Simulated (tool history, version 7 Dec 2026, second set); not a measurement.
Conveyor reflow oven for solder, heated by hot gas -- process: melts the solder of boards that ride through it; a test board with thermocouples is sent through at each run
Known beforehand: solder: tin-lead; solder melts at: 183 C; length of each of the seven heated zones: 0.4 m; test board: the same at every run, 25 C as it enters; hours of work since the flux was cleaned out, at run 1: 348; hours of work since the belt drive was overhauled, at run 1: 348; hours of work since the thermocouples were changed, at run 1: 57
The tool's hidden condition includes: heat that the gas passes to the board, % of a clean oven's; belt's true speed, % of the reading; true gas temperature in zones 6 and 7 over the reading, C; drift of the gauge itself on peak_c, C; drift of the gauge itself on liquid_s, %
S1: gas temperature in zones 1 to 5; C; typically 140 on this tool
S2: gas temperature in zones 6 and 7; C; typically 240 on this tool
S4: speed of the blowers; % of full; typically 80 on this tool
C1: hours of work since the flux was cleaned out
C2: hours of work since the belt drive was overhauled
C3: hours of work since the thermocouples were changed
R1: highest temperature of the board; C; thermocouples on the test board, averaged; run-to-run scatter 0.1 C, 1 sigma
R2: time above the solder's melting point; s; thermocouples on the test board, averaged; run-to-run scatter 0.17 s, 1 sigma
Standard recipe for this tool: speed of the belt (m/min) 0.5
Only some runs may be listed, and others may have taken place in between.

{"run": 1, "hour": 0.0, "S1": 140, "S2": 240, "speed of the belt (m/min)": 0.5, "S4": 80, "C1": 348, "C2": 348, "C3": 57, "R1": 224.4, "R2": 80}
{"run": 2, "hour": 37.0, "S1": 140, "S2": 240, "speed of the belt (m/min)": 0.5, "S4": 80, "C1": 364, "C2": 364, "C3": 73, "R1": 224.6, "R2": 79.8}
{"run": 3, "hour": 121.3, "S1": 140, "S2": 240, "speed of the belt (m/min)": 0.5, "S4": 80, "C1": 399, "C2": 399, "C3": 108, "R1": 224.6, "R2": 79.7}
{"hour": 170.9, "done": "flux residue cleaned out of gas plates and filters"}
{"run": 4, "hour": 178.8, "S1": 152, "S2": 240, "speed of the belt (m/min)": 0.5, "S4": 80, "C1": 3, "C2": 421, "C3": 130, "R1": 227.8, "R2": 88}
{"run": 5, "hour": 240.2, "S1": 140, "S2": 234, "speed of the belt (m/min)": 0.5, "S4": 80, "C1": 29, "C2": 446, "C3": 155, "R1": 220.5, "R2": 77.1}
{"run": 6, "hour": 285.4, "S1": 140, "S2": 240, "speed of the belt (m/min)": 0.468, "S4": 80, "C1": 48, "C2": 465, "C3": 174, "R1": 228, "R2": 88.5}
{"run": 7, "hour": 359.9, "S1": 134, "S2": 240, "speed of the belt (m/min)": 0.5, "S4": 80, "C1": 78, "C2": 496, "C3": 205, "R1": 225, "R2": 77.9}
{"run": 8, "hour": 397.0, "S1": 140, "S2": 240, "speed of the belt (m/min)": 0.5, "S4": 80, "C1": 94, "C2": 511, "C3": 220, "R1": 225.9, "R2": 81.3}
{"run": 9, "hour": 456.4, "S1": 140, "S2": 240, "speed of the belt (m/min)": 0.5, "S4": 80, "C1": 119, "C2": 536, "C3": 245, "R1": 225.8, "R2": 81.1}
{"run": 10, "hour": 534.1, "S1": 140, "S2": 240, "speed of the belt (m/min)": 0.5, "S4": 80, "C1": 151, "C2": 568, "C3": 277, "R1": 225.8, "R2": 81.3}
{"run": 11, "hour": 613.7, "S1": 128, "S2": 240, "speed of the belt (m/min)": 0.5, "S4": 80, "C1": 184, "C2": 601, "C3": 310, "R1": 224, "R2": 75.3}
{"run": 12, "hour": 691.3, "S1": 140, "S2": 240, "speed of the belt (m/min)": 0.5, "S4": 80, "C1": 216, "C2": 633, "C3": 342, "R1": 226, "R2": 81.6}
{"run": 13, "hour": 732.0, "S1": 140, "S2": 240, "speed of the belt (m/min)": 0.5, "S4": 80, "C1": 233, "C2": 650, "C3": 359, "R1": 225.8, "R2": 81.2}
{"run": 14, "hour": 790.6, "S1": 140, "S2": 240, "speed of the belt (m/min)": 0.5, "S4": 80, "C1": 257, "C2": 675, "C3": 384, "R1": 225.8, "R2": 81.2}
{"run": 15, "hour": 850.8, "S1": 140, "S2": 251, "speed of the belt (m/min)": 0.5, "S4": 82, "C1": 282, "C2": 700, "C3": 409, "R1": 236.1, "R2": 88.7}
{"run": 16, "hour": 892.4, "S1": 140, "S2": 251, "speed of the belt (m/min)": 0.5, "S4": 82, "C1": 300, "C2": 717, "C3": 426, "R1": 236.1, "R2": 88.5}
{"run": 17, "hour": 947.3, "S1": 139, "S2": 240, "speed of the belt (m/min)": 0.512, "S4": 80, "C1": 322, "C2": 740, "C3": 449, "R1": 224.9, "R2": 78.1}
{"hour": 957.6, "done": "belt drive overhauled, speed set with a stopwatch"}
{"run": 18, "hour": 1032.4, "S1": 139, "S2": 240, "speed of the belt (m/min)": 0.512, "S4": 80, "C1": 356, "C2": 31, "C3": 482, "R1": 225, "R2": 79.1}
{"hour": 1092.2, "done": "thermocouples of zones 6 and 7 changed"}
{"run": 19, "hour": 1097.0, "S1": 139, "S2": 240, "speed of the belt (m/min)": 0.512, "S4": 80, "C1": 382, "C2": 57, "C3": 2, "R1": 224.3, "R2": 78.3}
{"hour": 1183.1, "done": "flux residue cleaned out of gas plates and filters"}
{"run": 20, "hour": 1183.1, "S1": 140, "S2": 240, "speed of the belt (m/min)": 0.404, "S4": 80, "C1": 0, "C2": 91, "C3": 36, "R1": 232.1, "R2": 108}
{"run": 21, "hour": 1219.7, "S1": 153, "S2": 241, "speed of the belt (m/min)": 0.586, "S4": 80, "C1": 15, "C2": 106, "C3": 51, "R1": 225, "R2": 74.6}
{"run": 22, "hour": 1262.9, "S1": 142, "S2": 240, "speed of the belt (m/min)": 0.5, "S4": 80, "C1": 33, "C2": 124, "C3": 69, "R1": 227.2, "R2": 83.8}
{"run": 23, "hour": 1314.9, "S1": 142, "S2": 240, "speed of the belt (m/min)": 0.5, "S4": 80, "C1": 55, "C2": 145, "C3": 90, "R1": 227.1, "R2": 84.1}
{"hour": 1356.2, "done": "belt drive overhauled, speed set with a stopwatch, once more"}
{"run": 24, "hour": 1383.8, "S1": 142, "S2": 229, "speed of the belt (m/min)": 0.549, "S4": 75, "C1": 82, "C2": 11, "C3": 117, "R1": 213, "R2": 63}
{"run": 25, "hour": 1433.2, "S1": 134, "S2": 240, "speed of the belt (m/min)": 0.5, "S4": 80, "C1": 102, "C2": 32, "C3": 138, "R1": 225.2, "R2": 77.8}
{"run": 26, "hour": 1493.8, "S1": 139, "S2": 250, "speed of the belt (m/min)": 0.493, "S4": 78, "C1": 127, "C2": 57, "C3": 163, "R1": 235.1, "R2": 87.9}
{"run": 27, "hour": 1556.6, "S1": 139, "S2": 250, "speed of the belt (m/min)": 0.493, "S4": 78, "C1": 153, "C2": 83, "C3": 189, "R1": 235.1, "R2": 87.5}

Predict each of these 3 candidate next runs independently; none follows another, all start after run 27:
{"run": "A", "hour": 1642.0, "S1": 139, "S2": 243, "speed of the belt (m/min)": 0.553, "S4": 78, "C1": 189, "C2": 119, "C3": 225, "R1": "?", "R2": "?"}
{"run": "B", "hour": 1642.0, "S1": 134, "S2": 232, "speed of the belt (m/min)": 0.5, "S4": 80, "C1": 189, "C2": 119, "C3": 225, "R1": "?", "R2": "?"}
{"run": "C", "hour": 1642.0, "S1": 151, "S2": 250, "speed of the belt (m/min)": 0.57, "S4": 78, "C1": 189, "C2": 119, "C3": 225, "R1": "?", "R2": "?"}

run=A R1=224.7 R2=71.3
run=B R1=218.1 R2=71.7
run=C R1=232.1 R2=78.8
What these runs would have given with no unlogged condition in the tool:
run=A R1=224.7 R2=71.2
run=B R1=217.9 R2=71.6
run=C R1=232.1 R2=78.5
